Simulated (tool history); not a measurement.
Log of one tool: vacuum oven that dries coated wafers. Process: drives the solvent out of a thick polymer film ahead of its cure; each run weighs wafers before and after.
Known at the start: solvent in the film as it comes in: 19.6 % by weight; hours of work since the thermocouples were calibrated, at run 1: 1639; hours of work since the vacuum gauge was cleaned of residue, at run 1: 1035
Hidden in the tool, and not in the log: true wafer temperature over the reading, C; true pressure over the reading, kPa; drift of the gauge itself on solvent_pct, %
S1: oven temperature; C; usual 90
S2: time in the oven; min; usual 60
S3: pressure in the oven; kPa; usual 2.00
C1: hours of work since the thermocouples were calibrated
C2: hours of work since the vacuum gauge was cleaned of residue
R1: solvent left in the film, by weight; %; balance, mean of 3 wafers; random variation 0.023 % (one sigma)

run    hour   S1  S2    S3    C1    C2    R1
  1     0.0   90  60  2.00  1639  1035  2.53
  2    60.7   90  60  2.00  1675  1072  2.54
  3   119.2   90  60  2.00  1711  1107  2.47
      146.0  -- oven's thermocouples calibrated
  4   183.2   90  60  2.00    22  1144  2.97
  5   262.8   90  60  2.00    70  1192  2.97
  6   339.0   90  48  2.00   116  1238  3.77
  7   394.3   90  48  2.00   149  1271  3.81
  8   454.6   87  48  2.00   185  1308  4.75
  9   522.4   87  48  2.00   226  1348  4.72
 10   594.0   87  72  2.00   269  1391  3.06
 11   651.5   87  76  2.00   304  1426  2.87
 12   713.1   87  76  2.00   341  1463  2.86
 13   795.8   90  60  1.99   391  1513  2.86
 14   859.4   90  60  1.99   429  1551  2.92
 15   946.7   86  60  2.85   481  1603  4.49
 16   992.5   86  60  2.85   509  1631  4.44
 17  1047.2  105  69  1.31   542  1664  0.63
 18  1122.3  102  69  1.02   587  1709  0.64
 19  1185.9  102  69  1.02   625  1747  0.64
 20  1252.4   91  64  3.61   665  1787  3.31
 21  1331.7   82  64  5.22   713  1835  7.18
 22  1411.4   96  64  1.07   761  1883  1.18
 23  1472.1   96  64  1.07   797  1919  1.16
 24  1512.7   96  64  1.07   821  1943  1.17
 25  1564.0   93  74  2.00   852  1974  1.81
 26  1650.8   80  60  2.90   904  2026  6.51
 27  1735.1   80  60  2.90   955  2077  6.42
 28  1772.4   79  60  2.58   977  2100  6.59

Hidden state at the last listed run before each entry between runs and at the first one after, where it differs:
Between runs 3 and 4: oven's thermocouples calibrated (hour 146.0)
  true wafer temperature over the reading, C: 1.86 -> -0.1; true pressure over the reading, kPa: 0.215 -> 0.224
  measured less the result without the state, R1: -0.30 -> +0.16 %

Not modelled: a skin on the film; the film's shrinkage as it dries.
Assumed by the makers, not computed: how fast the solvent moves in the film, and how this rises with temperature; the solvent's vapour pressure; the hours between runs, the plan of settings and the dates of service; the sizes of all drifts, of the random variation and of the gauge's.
